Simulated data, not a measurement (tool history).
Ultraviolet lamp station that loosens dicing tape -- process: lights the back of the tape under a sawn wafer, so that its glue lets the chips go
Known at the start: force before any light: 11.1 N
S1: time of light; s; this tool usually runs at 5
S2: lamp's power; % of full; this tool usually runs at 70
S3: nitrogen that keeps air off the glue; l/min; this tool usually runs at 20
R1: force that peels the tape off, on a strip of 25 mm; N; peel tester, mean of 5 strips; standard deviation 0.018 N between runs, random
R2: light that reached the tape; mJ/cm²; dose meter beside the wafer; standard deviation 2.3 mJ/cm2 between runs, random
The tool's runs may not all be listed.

run	hour	S1	S2	S3	R1	R2
1	0	5	70	20	0.914	211
2	11.5	5	70	20	0.869	211
3	18.9	5	70	20	0.913	206
4	26.1	5	70	26	0.752	211
5	32.9	3	70	20	2.277	125
6	45.8	8	70	8	0.66	331
7	53.8	2	93	20	2.93	109
8	59.8	7	96	20	0.156	397
9	68.8	7	96	20	0.155	392
10	82	5	70	36	0.593	202

Alternative continuations, all from the tool just after run 10; predict every row:
A	87.3	5	65	14	?	?
B	87.3	5	70	21	?	?
C	87.3	5	94	16	?	?

run	R1	R2
A	1.435	189
B	0.897	206
C	0.537	275
With no hidden state in the tool, these same runs would have given:
run	R1	R2
A	1.31	198
B	0.805	215
C	0.474	287

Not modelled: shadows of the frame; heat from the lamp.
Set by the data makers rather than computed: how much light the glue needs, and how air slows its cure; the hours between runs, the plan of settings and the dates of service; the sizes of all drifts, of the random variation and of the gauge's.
